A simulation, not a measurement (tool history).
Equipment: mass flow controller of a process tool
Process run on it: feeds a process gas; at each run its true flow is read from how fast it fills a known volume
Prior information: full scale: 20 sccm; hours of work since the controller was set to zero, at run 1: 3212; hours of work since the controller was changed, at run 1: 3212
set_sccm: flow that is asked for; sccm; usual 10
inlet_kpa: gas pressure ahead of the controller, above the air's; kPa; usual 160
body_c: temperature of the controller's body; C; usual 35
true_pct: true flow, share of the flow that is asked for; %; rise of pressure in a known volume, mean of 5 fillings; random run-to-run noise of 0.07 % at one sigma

run,hour,set_sccm,inlet_kpa,body_c,hours of work since the controller was set to zero,hours of work since the controller was changed,true_pct
1,0,10,160,35,3212,3212,98.96
2,170.3,10,160,35,3294,3294,99
3,261.5,10,160,30,3337,3337,99.46
4,384.4,10,160,30,3396,3396,99.56
5,516.6,10,160,30,3459,3459,99.5
6,622.7,10,280,35,3510,3510,98.8
7,752.4,10,280,35,3572,3572,98.76
8,850.5,10,210,35,3619,3619,99
9,1020,10,160,35,3700,3700,99.12
10,1108.2,10,160,35,3742,3742,99.13
11,1280.4,10,160,35,3824,3824,99.25
# hour 1290.3: controller's zero set anew
12,1412.2,10,160,35,58,3887,99.23
13,1549.6,10,160,35,124,3953,99.31
14,1674.5,10,160,35,184,4013,99.31
15,1752.6,2,160,35,221,4050,103.24
16,1829.5,2,160,35,258,4087,103.31
17,1945.7,12,231,22,313,4142,100.6
# hour 2092.6: controller's zero set anew, once more
18,2097.9,12,231,22,3,4215,99.65
19,2194.8,12,241,22,49,4261,99.64
20,2363.4,14,241,22,129,4342,99.86
21,2531.7,10,215,23,210,4422,99.39
22,2624.8,5,160,29,254,4467,98.46
23,2772,19,245,32,325,4537,99.5
24,2903.7,5,147,38,388,4600,97.68
25,3025,3,160,35,446,4658,97.95
26,3114.6,2,172,29,489,4701,98.75
27,3279.3,10,172,29,567,4779,99.05
28,3409,8,216,28,629,4841,98.95
29,3527,8,216,28,686,4898,98.98
30,3658.7,2,261,30,749,4961,98.97
31,3791.3,9,224,27,812,5024,99.13

Each row is a separate what-if for the run after 31, all from the same tool condition, not one after another. Results?
A,3870.1,10,213,33,850,5062,?
B,3870.1,9,160,33,850,5062,?
C,3870.1,3,245,27,850,5062,?
D,3870.1,10,160,23,850,5062,?

run,true_pct
A,98.74
B,98.65
C,99.04
D,99.81
Take away the tool's hidden state, keep each run's random variation, and the runs would have read:
run,true_pct
A,97.93
B,97.82
C,97.51
D,99

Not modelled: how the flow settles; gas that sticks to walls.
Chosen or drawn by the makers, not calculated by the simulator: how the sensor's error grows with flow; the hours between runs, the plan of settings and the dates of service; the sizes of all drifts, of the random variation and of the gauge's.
